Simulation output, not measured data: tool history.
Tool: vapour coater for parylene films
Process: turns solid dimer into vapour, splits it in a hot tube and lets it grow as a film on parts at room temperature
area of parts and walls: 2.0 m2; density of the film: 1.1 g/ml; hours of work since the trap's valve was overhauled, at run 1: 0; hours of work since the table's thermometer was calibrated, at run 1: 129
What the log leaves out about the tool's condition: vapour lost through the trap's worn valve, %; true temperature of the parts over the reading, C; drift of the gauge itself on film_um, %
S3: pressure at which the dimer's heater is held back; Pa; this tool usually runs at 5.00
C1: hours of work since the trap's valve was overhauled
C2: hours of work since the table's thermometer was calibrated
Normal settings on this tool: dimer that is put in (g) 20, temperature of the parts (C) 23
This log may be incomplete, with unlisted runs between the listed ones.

{"run": 1, "day": 0.0, "dimer that is put in (g)": 20, "temperature of the parts (C)": 23, "S3": 5.0, "C1": 0, "C2": 129, "thickness of the film (nm)": 4990}
{"run": 2, "day": 0.725, "dimer that is put in (g)": 20, "temperature of the parts (C)": 23, "S3": 5.0, "C1": 12, "C2": 141, "thickness of the film (nm)": 5040}
{"run": 3, "day": 1.767, "dimer that is put in (g)": 20, "temperature of the parts (C)": 23, "S3": 5.0, "C1": 29, "C2": 158, "thickness of the film (nm)": 5060}
{"run": 4, "day": 2.929, "dimer that is put in (g)": 20, "temperature of the parts (C)": 23, "S3": 5.0, "C1": 48, "C2": 177, "thickness of the film (nm)": 4960}
{"run": 5, "day": 3.479, "dimer that is put in (g)": 20, "temperature of the parts (C)": 23, "S3": 2.76, "C1": 57, "C2": 186, "thickness of the film (nm)": 5300}
{"run": 6, "day": 4.521, "dimer that is put in (g)": 20, "temperature of the parts (C)": 23, "S3": 2.76, "C1": 74, "C2": 203, "thickness of the film (nm)": 5210}
{"run": 7, "day": 5.404, "dimer that is put in (g)": 20, "temperature of the parts (C)": 23, "S3": 2.76, "C1": 88, "C2": 217, "thickness of the film (nm)": 5220}
{"run": 8, "day": 6.529, "dimer that is put in (g)": 20, "temperature of the parts (C)": 23, "S3": 2.76, "C1": 106, "C2": 236, "thickness of the film (nm)": 5120}
{"run": 9, "day": 7.142, "dimer that is put in (g)": 20, "temperature of the parts (C)": 23, "S3": 2.76, "C1": 116, "C2": 246, "thickness of the film (nm)": 5130}
{"run": 10, "day": 7.792, "dimer that is put in (g)": 20, "temperature of the parts (C)": 23, "S3": 5.84, "C1": 127, "C2": 256, "thickness of the film (nm)": 4900}
{"run": 11, "day": 8.621, "dimer that is put in (g)": 20, "temperature of the parts (C)": 23, "S3": 5.84, "C1": 140, "C2": 270, "thickness of the film (nm)": 4920}
{"run": 12, "day": 9.346, "dimer that is put in (g)": 20, "temperature of the parts (C)": 23, "S3": 5.84, "C1": 152, "C2": 281, "thickness of the film (nm)": 4850}
{"day": 9.5, "done": "table's thermometer calibrated"}
{"run": 13, "day": 10.229, "dimer that is put in (g)": 20, "temperature of the parts (C)": 23, "S3": 11.66, "C1": 166, "C2": 12, "thickness of the film (nm)": 4610}
{"run": 14, "day": 11.088, "dimer that is put in (g)": 20, "temperature of the parts (C)": 23, "S3": 11.66, "C1": 180, "C2": 26, "thickness of the film (nm)": 4510}
{"run": 15, "day": 12.125, "dimer that is put in (g)": 20, "temperature of the parts (C)": 18, "S3": 5.0, "C1": 197, "C2": 43, "thickness of the film (nm)": 6130}
{"run": 16, "day": 12.733, "dimer that is put in (g)": 20, "temperature of the parts (C)": 18, "S3": 5.0, "C1": 207, "C2": 53, "thickness of the film (nm)": 6170}
{"run": 17, "day": 13.417, "dimer that is put in (g)": 20, "temperature of the parts (C)": 18, "S3": 5.0, "C1": 218, "C2": 64, "thickness of the film (nm)": 6160}
{"run": 18, "day": 14.296, "dimer that is put in (g)": 20, "temperature of the parts (C)": 18, "S3": 5.0, "C1": 232, "C2": 78, "thickness of the film (nm)": 6140}
{"day": 14.8, "done": "table's thermometer calibrated, once more"}
{"run": 19, "day": 15.104, "dimer that is put in (g)": 20, "temperature of the parts (C)": 18, "S3": 5.0, "C1": 245, "C2": 5, "thickness of the film (nm)": 5910}
{"run": 20, "day": 15.688, "dimer that is put in (g)": 20, "temperature of the parts (C)": 18, "S3": 5.0, "C1": 254, "C2": 14, "thickness of the film (nm)": 5900}
{"run": 21, "day": 16.55, "dimer that is put in (g)": 20, "temperature of the parts (C)": 23, "S3": 2.21, "C1": 268, "C2": 28, "thickness of the film (nm)": 4870}
{"run": 22, "day": 17.129, "dimer that is put in (g)": 20, "temperature of the parts (C)": 23, "S3": 2.21, "C1": 278, "C2": 38, "thickness of the film (nm)": 4880}
{"run": 23, "day": 18.112, "dimer that is put in (g)": 20, "temperature of the parts (C)": 23, "S3": 2.21, "C1": 294, "C2": 54, "thickness of the film (nm)": 4830}
{"run": 24, "day": 18.846, "dimer that is put in (g)": 23, "temperature of the parts (C)": 28, "S3": 5.41, "C1": 306, "C2": 66, "thickness of the film (nm)": 4070}
{"run": 25, "day": 19.675, "dimer that is put in (g)": 20, "temperature of the parts (C)": 23, "S3": 5.87, "C1": 319, "C2": 79, "thickness of the film (nm)": 4460}
{"run": 26, "day": 20.2, "dimer that is put in (g)": 12, "temperature of the parts (C)": 18, "S3": 3.29, "C1": 328, "C2": 88, "thickness of the film (nm)": 3610}
{"run": 27, "day": 21.196, "dimer that is put in (g)": 12, "temperature of the parts (C)": 18, "S3": 7.3, "C1": 344, "C2": 104, "thickness of the film (nm)": 3410}
{"run": 28, "day": 22.35, "dimer that is put in (g)": 12, "temperature of the parts (C)": 18, "S3": 7.3, "C1": 363, "C2": 123, "thickness of the film (nm)": 3300}
{"run": 29, "day": 23.271, "dimer that is put in (g)": 31, "temperature of the parts (C)": 22, "S3": 2.7, "C1": 378, "C2": 138, "thickness of the film (nm)": 7640}
{"run": 30, "day": 23.954, "dimer that is put in (g)": 21, "temperature of the parts (C)": 18, "S3": 5.0, "C1": 389, "C2": 149, "thickness of the film (nm)": 6040}
{"run": 31, "day": 24.867, "dimer that is put in (g)": 14, "temperature of the parts (C)": 16, "S3": 5.0, "C1": 404, "C2": 164, "thickness of the film (nm)": 4390}
{"run": 32, "day": 25.529, "dimer that is put in (g)": 17, "temperature of the parts (C)": 22, "S3": 3.32, "C1": 414, "C2": 175, "thickness of the film (nm)": 4130}
{"run": 33, "day": 26.392, "dimer that is put in (g)": 15, "temperature of the parts (C)": 19, "S3": 4.63, "C1": 429, "C2": 189, "thickness of the film (nm)": 4060}
{"run": 34, "day": 27.204, "dimer that is put in (g)": 15, "temperature of the parts (C)": 28, "S3": 2.57, "C1": 442, "C2": 202, "thickness of the film (nm)": 2710}
{"run": 35, "day": 28.004, "dimer that is put in (g)": 20, "temperature of the parts (C)": 24, "S3": 11.92, "C1": 455, "C2": 215, "thickness of the film (nm)": 3890}
{"run": 36, "day": 28.554, "dimer that is put in (g)": 20, "temperature of the parts (C)": 32, "S3": 7.06, "C1": 464, "C2": 224, "thickness of the film (nm)": 2760}
{"run": 37, "day": 29.458, "dimer that is put in (g)": 20, "temperature of the parts (C)": 32, "S3": 7.06, "C1": 478, "C2": 239, "thickness of the film (nm)": 2720}
{"run": 38, "day": 30.633, "dimer that is put in (g)": 20, "temperature of the parts (C)": 32, "S3": 7.06, "C1": 498, "C2": 258, "thickness of the film (nm)": 2690}
{"day": 31.358, "done": "trap's valve overhauled"}
{"run": 39, "day": 31.421, "dimer that is put in (g)": 20, "temperature of the parts (C)": 32, "S3": 7.06, "C1": 1, "C2": 268, "thickness of the film (nm)": 3110}
{"run": 40, "day": 32.654, "dimer that is put in (g)": 15, "temperature of the parts (C)": 35, "S3": 3.23, "C1": 21, "C2": 288, "thickness of the film (nm)": 2110}
{"run": 41, "day": 33.817, "dimer that is put in (g)": 20, "temperature of the parts (C)": 16, "S3": 11.0, "C1": 40, "C2": 307, "thickness of the film (nm)": 6660}
{"run": 42, "day": 34.508, "dimer that is put in (g)": 14, "temperature of the parts (C)": 23, "S3": 3.79, "C1": 51, "C2": 318, "thickness of the film (nm)": 3510}
{"run": 43, "day": 35.258, "dimer that is put in (g)": 9, "temperature of the parts (C)": 24, "S3": 2.49, "C1": 64, "C2": 331, "thickness of the film (nm)": 2220}

Describe how what the log doesn't record of the tool's condition differs between the last listed run preceding each entry between runs and the first listed run following it.
After run 12, before run 13: table's thermometer calibrated (day 9.500)
  vapour lost through the trap's worn valve, %: 3.9 -> 4.3; true temperature of the parts over the reading, C: -0.28 -> -0.45
  measured less the result without the state, thickness of the film (nm): -130 -> -90
After run 18, before run 19: table's thermometer calibrated, once more (day 14.800)
  vapour lost through the trap's worn valve, %: 6 -> 6.2; true temperature of the parts over the reading, C: -0.47 -> 0.19
  measured less the result without the state, thickness of the film (nm): -240 -> -450
After run 38, before run 39: trap's valve overhauled (day 31.358)
  vapour lost through the trap's worn valve, %: 12.6 -> 0.1
  measured less the result without the state, thickness of the film (nm): -410 -> -10

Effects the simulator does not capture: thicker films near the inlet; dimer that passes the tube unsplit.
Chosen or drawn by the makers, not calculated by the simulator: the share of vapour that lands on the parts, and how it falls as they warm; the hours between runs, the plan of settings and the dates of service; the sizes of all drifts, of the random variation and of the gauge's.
